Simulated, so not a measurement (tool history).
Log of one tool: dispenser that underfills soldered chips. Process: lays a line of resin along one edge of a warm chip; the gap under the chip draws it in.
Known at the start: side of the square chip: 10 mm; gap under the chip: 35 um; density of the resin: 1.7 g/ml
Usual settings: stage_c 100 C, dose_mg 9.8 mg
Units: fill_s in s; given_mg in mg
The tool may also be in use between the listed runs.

Run 1, day 0: usual settings. Result: fill_s 171.1 s, given_mg 9.83 mg.
Run 2, day 0.196: usual settings. Result: fill_s 226.7 s, given_mg 9.9 mg.
Run 3, day 0.354: usual settings. Result: fill_s 270.6 s, given_mg 9.67 mg.
At day 0.417: new syringe of resin.
Run 4, day 0.575: usual settings but dose_mg 10.11 mg. Result: fill_s 185.7 s, given_mg 10.14 mg.
Run 5, day 0.725: usual settings but dose_mg 10.11 mg. Result: fill_s 225.6 s, given_mg 10.05 mg.
Run 6, day 0.858: usual settings but dose_mg 11.86 mg. Result: fill_s 269 s, given_mg 11.73 mg.
At day 0.912: new syringe of resin.
Run 7, day 1.1: usual settings but stage_c 107 C. Result: fill_s 159.6 s, given_mg 9.69 mg.
Run 8, day 1.325: usual settings but stage_c 107 C. Result: fill_s 204.9 s, given_mg 9.53 mg.
At day 1.412: new syringe of resin.
Run 9, day 1.442: usual settings. Result: fill_s 161 s, given_mg 9.71 mg.
Run 10, day 1.65: usual settings. Result: fill_s 203.9 s, given_mg 9.7 mg.
Run 11, day 1.833: usual settings. Result: fill_s 263.8 s, given_mg 9.67 mg.
At day 1.921: new syringe of resin.
Run 12, day 2.033: usual settings. Result: fill_s 179.9 s, given_mg 9.51 mg.
Run 13, day 2.175: usual settings. Result: fill_s 213.4 s, given_mg 9.62 mg.
Run 14, day 2.304: usual settings. Result: fill_s 252.4 s, given_mg 9.69 mg.
At day 2.429: new syringe of resin.
Run 15, day 2.512: usual settings. Result: fill_s 170.8 s, given_mg 9.61 mg.
Run 16, day 2.629: usual settings. Result: fill_s 198.6 s, given_mg 9.6 mg.
Run 17, day 2.833: usual settings. Result: fill_s 259 s, given_mg 9.56 mg.
At day 2.938: new syringe of resin.
Run 18, day 3.067: usual settings. Result: fill_s 185.4 s, given_mg 9.5 mg.
Run 19, day 3.275: usual settings. Result: fill_s 237.8 s, given_mg 9.57 mg.
At day 3.429: new syringe of resin.
Run 20, day 3.467: usual settings but stage_c 101 C, dose_mg 9.06 mg. Result: fill_s 156.8 s, given_mg 8.79 mg.
Run 21, day 3.7: usual settings but stage_c 91 C. Result: fill_s 291.1 s, given_mg 9.43 mg.
Run 22, day 3.829: usual settings but dose_mg 10.41 mg. Result: fill_s 257.3 s, given_mg 10.04 mg.
At day 3.925: new syringe of resin.
Run 23, day 4.079: usual settings but stage_c 112 C, dose_mg 9.53 mg. Result: fill_s 125 s, given_mg 9.17 mg.
Run 24, day 4.246: usual settings but stage_c 112 C, dose_mg 9.53 mg. Result: fill_s 155.9 s, given_mg 9.22 mg.
Run 25, day 4.396: usual settings but stage_c 112 C, dose_mg 9.53 mg. Result: fill_s 197.5 s, given_mg 9.05 mg.
At day 4.425: new syringe of resin.
Run 26, day 4.621: usual settings but stage_c 99 C, dose_mg 10.4 mg. Result: fill_s 201.8 s, given_mg 9.96 mg.

The next listed run, before its measurement:
Run 27, day 4.833: usual settings but stage_c 112 C, dose_mg 11.16 mg. Result: fill_s ?, given_mg ?.

fill_s: 175.1 s
given_mg: 10.66 mg
Without the tool's hidden state the same run would have given fill_s 104.8 s, given_mg 11.15 mg.
